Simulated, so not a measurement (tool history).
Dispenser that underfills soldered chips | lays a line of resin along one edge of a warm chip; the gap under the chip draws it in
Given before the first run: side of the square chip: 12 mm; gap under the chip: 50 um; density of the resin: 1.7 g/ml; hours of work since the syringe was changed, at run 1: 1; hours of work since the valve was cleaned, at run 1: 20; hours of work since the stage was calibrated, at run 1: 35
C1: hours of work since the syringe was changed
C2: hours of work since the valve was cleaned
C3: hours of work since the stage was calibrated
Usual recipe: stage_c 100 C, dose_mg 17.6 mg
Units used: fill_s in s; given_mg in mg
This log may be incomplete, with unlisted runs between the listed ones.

Run 1, hour 0: usual settings; C1 1; C2 20; C3 35. Result: fill_s 201.4 s, given_mg 17.38 mg.
Run 2, hour 3.6: usual settings; C1 4; C2 23; C3 38. Result: fill_s 226 s, given_mg 17.23 mg.
Run 3, hour 6.9: usual settings but stage_c 104 C; C1 7; C2 26; C3 40. Result: fill_s 227.6 s, given_mg 17.34 mg.
At hour 11.2: new syringe of resin.
Run 4, hour 12.4: usual settings but stage_c 104 C; C1 1; C2 30; C3 44. Result: fill_s 172.3 s, given_mg 17.36 mg.
Run 5, hour 18.9: usual settings but stage_c 104 C; C1 6; C2 35; C3 50. Result: fill_s 220.2 s, given_mg 17.31 mg.
At hour 23.9: new syringe of resin.
Run 6, hour 26: usual settings but stage_c 104 C; C1 2; C2 40; C3 55. Result: fill_s 173 s, given_mg 17.02 mg.
Run 7, hour 32.2: usual settings but stage_c 104 C; C1 6; C2 45; C3 60. Result: fill_s 227.6 s, given_mg 17.3 mg.
At hour 36.5: new syringe of resin.
Run 8, hour 39.1: usual settings but stage_c 104 C; C1 2; C2 50; C3 65. Result: fill_s 183.2 s, given_mg 17.07 mg.
Run 9, hour 44: usual settings but stage_c 104 C, dose_mg 17 mg; C1 6; C2 54; C3 69. Result: fill_s 218.2 s, given_mg 16.4 mg.
Run 10, hour 46.8: usual settings; C1 8; C2 56; C3 71. Result: fill_s 285.8 s, given_mg 17.09 mg.
At hour 49.4: new syringe of resin.
Run 11, hour 52.7: usual settings; C1 3; C2 61; C3 75. Result: fill_s 215.7 s, given_mg 17.1 mg.
Run 12, hour 57.1: usual settings; C1 6; C2 64; C3 79. Result: fill_s 264.2 s, given_mg 16.95 mg.
Run 13, hour 60.7: usual settings; C1 9; C2 67; C3 82. Result: fill_s 302 s, given_mg 16.87 mg.
At hour 62.4: new syringe of resin.
Run 14, hour 67: usual settings; C1 4; C2 72; C3 86. Result: fill_s 230.5 s, given_mg 16.77 mg.
Run 15, hour 69.9: usual settings; C1 6; C2 74; C3 89. Result: fill_s 251.4 s, given_mg 16.98 mg.
Run 16, hour 73.9: usual settings but stage_c 86 C, dose_mg 18.3 mg; C1 9; C2 77; C3 92. Result: fill_s 508.4 s, given_mg 17.27 mg.
At hour 75.2: new syringe of resin.
Run 17, hour 78.5: usual settings but stage_c 90 C, dose_mg 19.4 mg; C1 3; C2 81; C3 95. Result: fill_s 314.1 s, given_mg 18.43 mg.
Run 18, hour 85.4: usual settings but stage_c 90 C, dose_mg 19.4 mg; C1 8; C2 86; C3 101. Result: fill_s 413.5 s, given_mg 18.4 mg.
At hour 88: new syringe of resin.
Run 19, hour 90.8: usual settings but stage_c 92 C, dose_mg 20.5 mg; C1 2; C2 90; C3 105. Result: fill_s 288.3 s, given_mg 19.42 mg.
Run 20, hour 97.8: usual settings but stage_c 90 C, dose_mg 16.8 mg; C1 8; C2 95; C3 110. Result: fill_s 438.4 s, given_mg 15.88 mg.
At hour 100.8: dispensing valve cleaned and set on the balance.
At hour 101.9: new syringe of resin.
Run 21, hour 105.9: usual settings but stage_c 96 C, dose_mg 22.1 mg; C1 3; C2 4; C3 115. Result: fill_s 258.2 s, given_mg 22.08 mg.
Run 22, hour 112.5: usual settings but stage_c 108 C, dose_mg 16.1 mg; C1 8; C2 9; C3 121. Result: fill_s 225.8 s, given_mg 16.02 mg.

Branching from run 22: 5 alternative next runs. What would each branch give?
At hour 114.6: new syringe of resin.
Run A, hour 117.5: usual settings but stage_c 103 C, dose_mg 16.1 mg; C1 2; C2 13; C3 124. Result: fill_s ?, given_mg ?.
At hour 114.6: new syringe of resin.
Run B, hour 117.5: usual settings but stage_c 115 C, dose_mg 21.3 mg; C1 2; C2 13; C3 124. Result: fill_s ?, given_mg ?.
At hour 114.6: new syringe of resin.
Run C, hour 117.5: usual settings but stage_c 101 C, dose_mg 20.9 mg; C1 2; C2 13; C3 124. Result: fill_s ?, given_mg ?.
At hour 114.6: new syringe of resin.
Run D, hour 117.5: usual settings but stage_c 92 C, dose_mg 17.2 mg; C1 2; C2 13; C3 124. Result: fill_s ?, given_mg ?.
At hour 114.6: new syringe of resin.
Run E, hour 117.5: usual settings but stage_c 114 C, dose_mg 16.6 mg; C1 2; C2 13; C3 124. Result: fill_s ?, given_mg ?.

run  fill_s  given_mg
  A   196.9      15.8
  B   122.5     21.27
  C     204     20.89
  D   295.2     17.24
  E   132.7     16.61
Without the tool's hidden state the same runs would have given:
run  fill_s  given_mg
  A   166.6     15.92
  B   104.2     21.44
  C   172.9     21.06
  D   249.5     17.37
  E   112.6     16.74
